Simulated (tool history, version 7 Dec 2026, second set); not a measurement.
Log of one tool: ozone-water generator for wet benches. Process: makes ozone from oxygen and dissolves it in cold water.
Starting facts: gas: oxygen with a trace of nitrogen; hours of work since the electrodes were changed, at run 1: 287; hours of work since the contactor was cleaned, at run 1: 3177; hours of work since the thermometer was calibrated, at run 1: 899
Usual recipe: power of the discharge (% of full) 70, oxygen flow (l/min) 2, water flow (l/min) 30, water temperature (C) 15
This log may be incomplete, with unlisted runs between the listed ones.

run	hour	power of the discharge (% of full)	oxygen flow (l/min)	water flow (l/min)	water temperature (C)	hours of work since the electrodes were changed	hours of work since the contactor was cleaned	hours of work since the thermometer was calibrated	dissolved ozone (ppm)	ozone in the gas ahead of the water (g/m3)
1	0	70	2	30	15	287	3177	899	5	152.9
2	27.3	70	2	30	15	306	3197	918	4.9	150
3	82.5	70	2	30	15	345	3235	957	5	151.2
4	123	70	2	30	15	374	3264	985	5	152.7
5	163.9	70	2	30	15	403	3293	1014	4.9	152.2
6	210.2	70	2.91	30	15	435	3325	1047	5.8	136.3
7	234.5	70	2	30	7	452	3343	1064	5.1	152
8	259.9	70	2	30	7	470	3360	1082	4.9	152.8
9	291.7	70	2	30	7	493	3383	1104	5.1	153
10	343.7	44	2	30	15	529	3419	1141	3.7	115.5
11	376.6	70	1.21	30	15	552	3443	1164	3.7	180.4
12	426.6	70	1.21	30	15	588	3478	1199	3.7	182.4
13	465.5	70	3.53	30	15	615	3505	1226	6.5	126.9
14	501.7	70	3.53	30	15	641	3531	1252	6.5	128.4
15	558.6	46	3.53	30	15	681	3571	1292	4.8	98.9
16	604	70	2	30	15	713	3603	1324	5	154.3
17	647.8	70	2	36	10	743	3634	1355	4	153.8
18	677.8	90	2.58	26	9	765	3655	1376	7.9	167.6
19	708.3	90	2.58	26	9	786	3676	1397	8.1	165.3
20	744.9	52	2	30	21	812	3702	1423	3.9	128.2
21	796	52	2	30	21	848	3738	1459	3.9	126.9
22	834.1	70	1.34	30	15	875	3765	1486	4	177.1
23	879.6	70	1.61	21	12	907	3797	1518	6.9	167
24	913.4	70	1.61	48	10	931	3821	1542	2.3	164.8
25	968.7	70	1.4	29	10	970	3860	1581	4.4	173.2
26	1002.9	70	1.4	19	10	994	3884	1605	7.2	175
27	1047.6	70	1.4	19	10	1025	3915	1637	7.2	173.2
28	1095.5	70	2	45	13	1059	3949	1670	3	155.5
29	1144.6	70	2	45	13	1094	3984	1705	2.9	156
30	1195	55	2.7	28	19	1129	4019	1740	5.2	121
31	1243.4	55	2.7	28	19	1163	4053	1774	5.1	123.2
32	1272.9	55	1.38	44	19	1184	4074	1795	2	149.8

Consider 3 possible next runs. They are alternatives, not a sequence: every one starts from the tool as it was left by run 32. What does each give?
A	1306.3	46	1.38	36	15	1207	4098	1819	?	?
B	1306.3	50	1.38	44	19	1207	4098	1819	?	?
C	1306.3	86	2	23	20	1207	4098	1819	?	?

run	dissolved ozone (ppm)	ozone in the gas ahead of the water (g/m3)
A	2.4	136.1
B	1.8	142.4
C	7.4	176.1
With no hidden state in the tool, these same runs would have given:
run	dissolved ozone (ppm)	ozone in the gas ahead of the water (g/m3)
A	2.4	133
B	1.8	139.2
C	7.4	172.2
